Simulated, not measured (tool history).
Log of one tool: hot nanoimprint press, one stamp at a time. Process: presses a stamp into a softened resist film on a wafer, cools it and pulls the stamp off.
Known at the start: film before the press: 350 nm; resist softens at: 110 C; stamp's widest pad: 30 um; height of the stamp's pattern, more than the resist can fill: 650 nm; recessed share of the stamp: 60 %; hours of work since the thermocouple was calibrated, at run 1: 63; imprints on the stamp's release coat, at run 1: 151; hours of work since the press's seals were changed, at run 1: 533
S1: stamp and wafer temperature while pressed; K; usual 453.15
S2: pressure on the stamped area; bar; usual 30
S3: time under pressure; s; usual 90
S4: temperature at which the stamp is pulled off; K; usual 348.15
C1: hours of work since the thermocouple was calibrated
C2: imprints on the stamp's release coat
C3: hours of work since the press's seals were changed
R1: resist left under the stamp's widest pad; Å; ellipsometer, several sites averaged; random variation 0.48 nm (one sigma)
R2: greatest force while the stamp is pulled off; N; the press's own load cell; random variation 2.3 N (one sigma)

run,hour,S1,S2,S3,S4,C1,C2,C3,R1,R2
1,0,453.15,30,90,348.15,63,151,533,1766,169
2,69.2,453.15,30,90,348.15,106,445,577,1766,170
3,133,453.15,30,90,348.15,147,716,617,1764,169
4,185.9,453.15,30,90,348.15,180,941,650,1766,165
5,256.5,453.15,30,90,348.15,225,1242,695,1773,165
# hour 272.8: stamp cleaned and given a new release coat
6,303.5,453.15,30,90,348.15,251,130,721,1763,168
7,348.6,453.15,30,90,348.15,279,322,750,1758,171
8,412.1,453.15,30,90,341.15,319,592,790,1771,173
9,444.4,453.15,30,90,341.15,340,729,810,1768,172
10,485.4,453.15,30,90,348.15,366,904,836,1758,166
11,556.4,453.15,30,90,348.15,411,1206,881,1761,164
# hour 584.5: stamp cleaned and given a new release coat
12,631.2,453.15,30,90,348.15,454,199,924,1767,164
13,681,453.15,30,90,337.15,486,411,956,1761,178
14,721.9,453.15,30,90,352.15,512,585,982,1754,156
15,758.9,457.15,30,90,348.15,535,742,1005,1431,167
16,796.1,456.15,30,90,340.15,559,900,1029,1508,171
# hour 815.4: plate thermocouple calibrated
17,845,446.15,34.9,90,340.15,19,1096,1058,2353,174
# hour 895.6: stamp cleaned and given a new release coat
18,910.4,446.15,35.3,72,353.15,56,63,1095,2465,160
19,944.9,463.15,42.7,90,356.15,78,210,1117,867,158
20,1003.4,463.15,42.7,90,356.15,115,459,1154,862,158
21,1032.9,463.15,36.8,156,356.15,134,584,1173,728,158
22,1064.1,463.15,36.8,156,356.15,154,717,1193,736,156
# hour 1111.8: press's hydraulic seals changed and the load cell set to zero
23,1111.8,453.15,30,90,343.15,179,886,0,1776,171
24,1143.2,453.15,30,90,352.15,199,1020,20,1765,163
25,1203.7,453.15,30,90,352.15,237,1277,58,1767,160
# hour 1215.8: stamp cleaned and given a new release coat
26,1247.5,453.15,45,90,352.15,261,135,82,1473,162
27,1305.5,453.15,45,90,352.15,297,382,119,1473,157
28,1335.2,459.15,30,106,348.15,316,508,138,1200,167
29,1390,456.15,30,50,355.15,351,741,172,1865,157

3 ways to go on from here, each from the tool as it stands after run 29. What would each give?
A,1425.4,452.15,18.8,66,348.15,373,892,195,?,?
B,1425.4,453.15,30,87,348.15,373,892,195,?,?
C,1425.4,458.15,30,104,355.15,373,892,195,?,?

run,R1,R2
A,2416,166
B,1791,164
C,1271,156
Without the tool's hidden state the same runs would have given:
run,R1,R2
A,2419,165
B,1794,164
C,1273,155
